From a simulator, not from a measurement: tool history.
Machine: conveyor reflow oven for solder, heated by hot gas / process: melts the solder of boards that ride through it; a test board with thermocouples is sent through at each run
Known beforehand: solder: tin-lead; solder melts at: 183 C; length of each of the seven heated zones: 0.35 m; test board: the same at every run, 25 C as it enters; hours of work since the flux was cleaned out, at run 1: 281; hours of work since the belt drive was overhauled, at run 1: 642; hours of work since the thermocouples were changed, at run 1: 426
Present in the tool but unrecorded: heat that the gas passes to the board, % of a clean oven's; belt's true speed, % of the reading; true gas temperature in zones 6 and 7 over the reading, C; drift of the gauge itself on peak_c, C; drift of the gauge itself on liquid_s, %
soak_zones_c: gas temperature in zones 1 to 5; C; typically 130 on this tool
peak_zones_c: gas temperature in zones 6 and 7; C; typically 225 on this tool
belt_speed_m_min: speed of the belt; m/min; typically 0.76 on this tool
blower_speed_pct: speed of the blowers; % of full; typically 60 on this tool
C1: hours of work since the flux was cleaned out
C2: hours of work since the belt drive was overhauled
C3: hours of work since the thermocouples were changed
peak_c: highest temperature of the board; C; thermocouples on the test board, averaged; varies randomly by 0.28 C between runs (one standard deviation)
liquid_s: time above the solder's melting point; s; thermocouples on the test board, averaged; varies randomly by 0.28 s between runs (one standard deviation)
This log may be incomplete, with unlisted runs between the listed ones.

run 1 hour=0 | soak_zones_c=130 peak_zones_c=225 belt_speed_m_min=0.76 blower_speed_pct=60 | C1=281 C2=642 C3=426 | peak_c=203 liquid_s=28.7
run 2 hour=13.3 | soak_zones_c=130 peak_zones_c=225 belt_speed_m_min=0.76 blower_speed_pct=60 | C1=291 C2=652 C3=436 | peak_c=202.5 liquid_s=28.7
run 3 hour=28.6 | soak_zones_c=130 peak_zones_c=225 belt_speed_m_min=0.76 blower_speed_pct=60 | C1=302 C2=663 C3=447 | peak_c=202.7 liquid_s=28.2
-- hour=38.6 flux residue cleaned out of gas plates and filters
run 4 hour=48.8 | soak_zones_c=130 peak_zones_c=225 belt_speed_m_min=0.76 blower_speed_pct=60 | C1=8 C2=674 C3=458 | peak_c=205.4 liquid_s=31.6
run 5 hour=62.8 | soak_zones_c=130 peak_zones_c=225 belt_speed_m_min=0.76 blower_speed_pct=73 | C1=18 C2=685 C3=469 | peak_c=210.1 liquid_s=36.3
run 6 hour=74.2 | soak_zones_c=130 peak_zones_c=225 belt_speed_m_min=0.76 blower_speed_pct=73 | C1=26 C2=693 C3=477 | peak_c=210.1 liquid_s=35.3
run 7 hour=81.6 | soak_zones_c=130 peak_zones_c=225 belt_speed_m_min=0.76 blower_speed_pct=73 | C1=32 C2=699 C3=483 | peak_c=209.6 liquid_s=36.3
run 8 hour=88.8 | soak_zones_c=130 peak_zones_c=225 belt_speed_m_min=0.76 blower_speed_pct=73 | C1=37 C2=704 C3=488 | peak_c=209.6 liquid_s=35.8
-- hour=93.7 belt drive overhauled, speed set with a stopwatch
run 9 hour=107.6 | soak_zones_c=130 peak_zones_c=225 belt_speed_m_min=0.76 blower_speed_pct=60 | C1=48 C2=10 C3=499 | peak_c=205.3 liquid_s=32.1
run 10 hour=118.6 | soak_zones_c=130 peak_zones_c=225 belt_speed_m_min=0.76 blower_speed_pct=67 | C1=56 C2=18 C3=507 | peak_c=208.1 liquid_s=34.6
run 11 hour=133.3 | soak_zones_c=130 peak_zones_c=225 belt_speed_m_min=0.76 blower_speed_pct=60 | C1=67 C2=29 C3=518 | peak_c=205.6 liquid_s=31.8
run 12 hour=143.4 | soak_zones_c=122 peak_zones_c=225 belt_speed_m_min=0.76 blower_speed_pct=60 | C1=74 C2=37 C3=525 | peak_c=203.6 liquid_s=29.1
run 13 hour=150.4 | soak_zones_c=122 peak_zones_c=225 belt_speed_m_min=0.76 blower_speed_pct=60 | C1=79 C2=42 C3=530 | peak_c=203 liquid_s=28.2
run 14 hour=160 | soak_zones_c=122 peak_zones_c=225 belt_speed_m_min=0.76 blower_speed_pct=60 | C1=86 C2=49 C3=537 | peak_c=203.1 liquid_s=28.3
-- hour=169.1 belt drive overhauled, speed set with a stopwatch, once more
run 15 hour=171 | soak_zones_c=122 peak_zones_c=225 belt_speed_m_min=0.76 blower_speed_pct=60 | C1=92 C2=1 C3=543 | peak_c=202.7 liquid_s=26.9

Run 16 comes next. What will it give?
run 16 hour=183.1 | soak_zones_c=135 peak_zones_c=225 belt_speed_m_min=0.776 blower_speed_pct=89 | C1=101 C2=10 C3=551 | peak_c=? liquid_s=?

Run 16 yielded peak_c 212.3 C, liquid_s 38.2 s.
The same run, on a tool lacking any hidden state, would have yielded peak_c 214.2 C, liquid_s 39.4 s.

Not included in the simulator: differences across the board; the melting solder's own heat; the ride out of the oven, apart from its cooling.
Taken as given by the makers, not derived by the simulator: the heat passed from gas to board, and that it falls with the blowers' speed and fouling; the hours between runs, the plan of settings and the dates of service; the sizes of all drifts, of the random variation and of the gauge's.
